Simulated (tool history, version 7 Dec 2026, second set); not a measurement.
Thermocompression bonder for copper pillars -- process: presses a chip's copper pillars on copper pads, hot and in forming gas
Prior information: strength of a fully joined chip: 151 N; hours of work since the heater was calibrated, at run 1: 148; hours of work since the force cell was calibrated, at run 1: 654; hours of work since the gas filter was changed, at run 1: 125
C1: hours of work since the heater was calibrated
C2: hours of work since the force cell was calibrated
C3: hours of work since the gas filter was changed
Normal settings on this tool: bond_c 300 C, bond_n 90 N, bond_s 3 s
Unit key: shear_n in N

run 1 hour=0.0 | bond_c=300 bond_n=90 bond_s=3 | C1=148 C2=654 C3=125 | shear_n=99.3
run 2 hour=8.9 | bond_c=300 bond_n=90 bond_s=3 | C1=152 C2=659 C3=129 | shear_n=98.2
run 3 hour=23.0 | bond_c=279 bond_n=90 bond_s=3 | C1=160 C2=666 C3=137 | shear_n=76.2
run 4 hour=29.5 | bond_c=279 bond_n=90 bond_s=3 | C1=163 C2=669 C3=140 | shear_n=75.9
run 5 hour=39.7 | bond_c=300 bond_n=75 bond_s=3 | C1=168 C2=674 C3=145 | shear_n=90.9
run 6 hour=47.1 | bond_c=321 bond_n=90 bond_s=3 | C1=172 C2=678 C3=149 | shear_n=120.3
run 7 hour=56.7 | bond_c=307 bond_n=90 bond_s=3 | C1=177 C2=683 C3=154 | shear_n=106.9
run 8 hour=64.5 | bond_c=298 bond_n=95 bond_s=3 | C1=181 C2=687 C3=158 | shear_n=100.3
run 9 hour=70.8 | bond_c=312 bond_n=103 bond_s=2 | C1=184 C2=690 C3=161 | shear_n=108.0
run 10 hour=77.5 | bond_c=321 bond_n=54 bond_s=4 | C1=188 C2=694 C3=165 | shear_n=105.7
run 11 hour=90.1 | bond_c=321 bond_n=54 bond_s=4 | C1=194 C2=700 C3=171 | shear_n=104.2
run 12 hour=97.0 | bond_c=329 bond_n=59 bond_s=6 | C1=198 C2=704 C3=175 | shear_n=124.6
run 13 hour=103.9 | bond_c=329 bond_n=59 bond_s=6 | C1=201 C2=707 C3=178 | shear_n=129.0

What if the next run were any one of these 3? Each begins from the tool's condition after run 13:
run A hour=111.4 | bond_c=302 bond_n=109 bond_s=2 | C1=205 C2=711 C3=182 | shear_n=?
run B hour=111.4 | bond_c=293 bond_n=62 bond_s=2 | C1=205 C2=711 C3=182 | shear_n=?
run C hour=111.4 | bond_c=329 bond_n=83 bond_s=5 | C1=205 C2=711 C3=182 | shear_n=?

run=A shear_n=102.8
run=B shear_n=65.2
run=C shear_n=134.4
Without the tool's unlogged condition, the same runs would have read:
run=A shear_n=102.7
run=B shear_n=65.2
run=C shear_n=134.5
